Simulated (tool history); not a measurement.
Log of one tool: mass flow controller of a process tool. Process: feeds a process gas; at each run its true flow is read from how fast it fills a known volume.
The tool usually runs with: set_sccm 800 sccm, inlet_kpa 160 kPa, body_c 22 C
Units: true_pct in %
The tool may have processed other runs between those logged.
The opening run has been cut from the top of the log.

{"run": 2, "hour": 40.7, "set_sccm": 800, "inlet_kpa": 160, "body_c": 22, "true_pct": 99.58}
{"run": 3, "hour": 96.8, "set_sccm": 800, "inlet_kpa": 160, "body_c": 22, "true_pct": 99.53}
{"run": 4, "hour": 150.4, "set_sccm": 800, "inlet_kpa": 160, "body_c": 22, "true_pct": 99.36}
{"run": 5, "hour": 200.8, "set_sccm": 800, "inlet_kpa": 160, "body_c": 31, "true_pct": 99.71}
{"run": 6, "hour": 251.9, "set_sccm": 800, "inlet_kpa": 211, "body_c": 22, "true_pct": 98.89}
{"run": 7, "hour": 293.0, "set_sccm": 251, "inlet_kpa": 160, "body_c": 22, "true_pct": 97.84}
{"run": 8, "hour": 351.2, "set_sccm": 251, "inlet_kpa": 160, "body_c": 22, "true_pct": 97.76}
{"run": 9, "hour": 408.5, "set_sccm": 231, "inlet_kpa": 160, "body_c": 22, "true_pct": 97.64}
{"run": 10, "hour": 449.9, "set_sccm": 800, "inlet_kpa": 268, "body_c": 22, "true_pct": 98.25}
{"run": 11, "hour": 505.1, "set_sccm": 800, "inlet_kpa": 268, "body_c": 22, "true_pct": 98.08}
{"run": 12, "hour": 538.0, "set_sccm": 129, "inlet_kpa": 160, "body_c": 22, "true_pct": 97.22}
{"run": 13, "hour": 578.5, "set_sccm": 129, "inlet_kpa": 160, "body_c": 22, "true_pct": 97.04}
{"run": 14, "hour": 654.8, "set_sccm": 129, "inlet_kpa": 231, "body_c": 22, "true_pct": 96.45}
{"run": 15, "hour": 697.0, "set_sccm": 800, "inlet_kpa": 160, "body_c": 22, "true_pct": 98.49}
{"run": 16, "hour": 768.2, "set_sccm": 800, "inlet_kpa": 160, "body_c": 22, "true_pct": 98.44}
{"run": 17, "hour": 832.6, "set_sccm": 800, "inlet_kpa": 160, "body_c": 22, "true_pct": 98.14}
{"run": 18, "hour": 909.3, "set_sccm": 800, "inlet_kpa": 160, "body_c": 22, "true_pct": 98}
{"run": 19, "hour": 974.8, "set_sccm": 895, "inlet_kpa": 255, "body_c": 31, "true_pct": 97.88}
{"run": 20, "hour": 1006.7, "set_sccm": 826, "inlet_kpa": 153, "body_c": 28, "true_pct": 98.19}
{"run": 21, "hour": 1055.4, "set_sccm": 510, "inlet_kpa": 172, "body_c": 24, "true_pct": 97.04}
{"run": 22, "hour": 1119.9, "set_sccm": 510, "inlet_kpa": 186, "body_c": 24, "true_pct": 96.81}
{"run": 23, "hour": 1177.5, "set_sccm": 125, "inlet_kpa": 189, "body_c": 25, "true_pct": 95.83}
{"run": 24, "hour": 1211.9, "set_sccm": 493, "inlet_kpa": 187, "body_c": 40, "true_pct": 97.12}
{"hour": 1245.8, "done": "gauge calibrated"}
{"run": 25, "hour": 1279.3, "set_sccm": 156, "inlet_kpa": 244, "body_c": 35, "true_pct": 97.82}
{"run": 26, "hour": 1323.0, "set_sccm": 225, "inlet_kpa": 244, "body_c": 28, "true_pct": 97.87}

For run 27, what comes out?
{"run": 27, "hour": 1397.7, "set_sccm": 225, "inlet_kpa": 244, "body_c": 28, "true_pct": "?"}

Run 27 produced true_pct 97.64 %.
Were there no unlogged condition in the tool, this run, its random variation unchanged, would have produced true_pct 97.9 %.
